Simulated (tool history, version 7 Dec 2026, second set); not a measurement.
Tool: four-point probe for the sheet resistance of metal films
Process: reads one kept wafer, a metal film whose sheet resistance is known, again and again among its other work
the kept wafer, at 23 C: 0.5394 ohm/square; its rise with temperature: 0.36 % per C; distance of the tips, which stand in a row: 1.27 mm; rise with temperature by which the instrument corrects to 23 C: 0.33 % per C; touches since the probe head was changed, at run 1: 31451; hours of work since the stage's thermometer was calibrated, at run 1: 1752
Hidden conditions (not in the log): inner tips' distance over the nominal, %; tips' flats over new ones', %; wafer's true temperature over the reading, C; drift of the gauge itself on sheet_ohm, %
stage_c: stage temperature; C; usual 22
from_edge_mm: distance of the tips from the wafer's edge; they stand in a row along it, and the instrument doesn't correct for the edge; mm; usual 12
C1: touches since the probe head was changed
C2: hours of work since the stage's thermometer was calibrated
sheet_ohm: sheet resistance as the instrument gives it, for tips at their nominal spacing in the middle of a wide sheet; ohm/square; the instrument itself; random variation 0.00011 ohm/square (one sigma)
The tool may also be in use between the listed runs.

Run 1, hour 0: usual settings; C1 31451; C2 1752. Result: sheet_ohm 0.543544 ohm/square.
Run 2, hour 59.9: usual settings but from_edge_mm 4 mm; C1 32396; C2 1788. Result: sheet_ohm 0.567968 ohm/square.
Run 3, hour 183.7: usual settings but from_edge_mm 19 mm; C1 34350; C2 1863. Result: sheet_ohm 0.541456 ohm/square.
Run 4, hour 279.4: usual settings but from_edge_mm 52 mm; C1 35860; C2 1921. Result: sheet_ohm 0.540686 ohm/square.
At hour 322.2: stage's thermometer calibrated.
Run 5, hour 417.9: usual settings but from_edge_mm 52 mm; C1 38036; C2 58. Result: sheet_ohm 0.540823 ohm/square.
Run 6, hour 518: usual settings; C1 39616; C2 119. Result: sheet_ohm 0.544063 ohm/square.
Run 7, hour 577.2: usual settings; C1 40549; C2 154. Result: sheet_ohm 0.544258 ohm/square.
Run 8, hour 651: usual settings; C1 41714; C2 199. Result: sheet_ohm 0.544191 ohm/square.
Run 9, hour 765.3: usual settings; C1 43519; C2 268. Result: sheet_ohm 0.544184 ohm/square.
At hour 868.8: stage's thermometer calibrated, once more.
Run 10, hour 876.4: usual settings; C1 45262; C2 5. Result: sheet_ohm 0.542299 ohm/square.
Run 11, hour 975.5: usual settings; C1 46827; C2 65. Result: sheet_ohm 0.542248 ohm/square.
Run 12, hour 1078.9: usual settings but stage_c 29 C; C1 48458; C2 127. Result: sheet_ohm 0.543282 ohm/square.
Run 13, hour 1146.7: usual settings but stage_c 29 C; C1 49528; C2 168. Result: sheet_ohm 0.543396 ohm/square.
Run 14, hour 1280: usual settings but stage_c 29 C; C1 51630; C2 249. Result: sheet_ohm 0.543352 ohm/square.
Run 15, hour 1377.8: usual settings but stage_c 27 C, from_edge_mm 5 mm; C1 53174; C2 308. Result: sheet_ohm 0.557938 ohm/square.
Run 16, hour 1463: usual settings but stage_c 32 C, from_edge_mm 4 mm; C1 54518; C2 360. Result: sheet_ohm 0.568311 ohm/square.
Run 17, hour 1542.5: usual settings but from_edge_mm 13 mm; C1 55774; C2 408. Result: sheet_ohm 0.541983 ohm/square.
Run 18, hour 1601.5: usual settings but stage_c 27 C, from_edge_mm 13 mm; C1 56704; C2 444. Result: sheet_ohm 0.542641 ohm/square.
Run 19, hour 1734: usual settings but stage_c 27 C, from_edge_mm 13 mm; C1 58795; C2 524. Result: sheet_ohm 0.542564 ohm/square.
Run 20, hour 1809.5: usual settings but stage_c 27 C, from_edge_mm 13 mm; C1 59985; C2 569. Result: sheet_ohm 0.542545 ohm/square.
Run 21, hour 1929.5: usual settings but stage_c 25 C; C1 61878; C2 642. Result: sheet_ohm 0.542874 ohm/square.
Run 22, hour 2047.6: usual settings but stage_c 32 C, from_edge_mm 24 mm; C1 63742; C2 714. Result: sheet_ohm 0.541563 ohm/square.
Run 23, hour 2142.4: usual settings but stage_c 32 C, from_edge_mm 24 mm; C1 65238; C2 771. Result: sheet_ohm 0.54152 ohm/square.
Run 24, hour 2226: usual settings but stage_c 19 C, from_edge_mm 41 mm; C1 66557; C2 822. Result: sheet_ohm 0.539212 ohm/square.
Run 25, hour 2345.3: usual settings but stage_c 25 C, from_edge_mm 15 mm; C1 68439; C2 894. Result: sheet_ohm 0.54171 ohm/square.
Run 26, hour 2480.5: usual settings but stage_c 20 C, from_edge_mm 8 mm; C1 70573; C2 976. Result: sheet_ohm 0.546195 ohm/square.
Run 27, hour 2582.4: usual settings but stage_c 20 C, from_edge_mm 27 mm; C1 72181; C2 1037. Result: sheet_ohm 0.539602 ohm/square.

Run by run, hidden condition taken away, random variation retained:
run  sheet_ohm
  1    0.54238
  2    0.56674
  3   0.540267
  4   0.539483
  5   0.539324
  6   0.542541
  7   0.542723
  8   0.542644
  9   0.542611
 10   0.542542
 11   0.542473
 12   0.543487
 13   0.543592
 14   0.543527
 15   0.558098
 16   0.568464
 17   0.542107
 18   0.542765
 19   0.542663
 20   0.542634
 21   0.542931
 22   0.541612
 23   0.541548
 24   0.539196
 25   0.541681
 26   0.546125
 27    0.53951

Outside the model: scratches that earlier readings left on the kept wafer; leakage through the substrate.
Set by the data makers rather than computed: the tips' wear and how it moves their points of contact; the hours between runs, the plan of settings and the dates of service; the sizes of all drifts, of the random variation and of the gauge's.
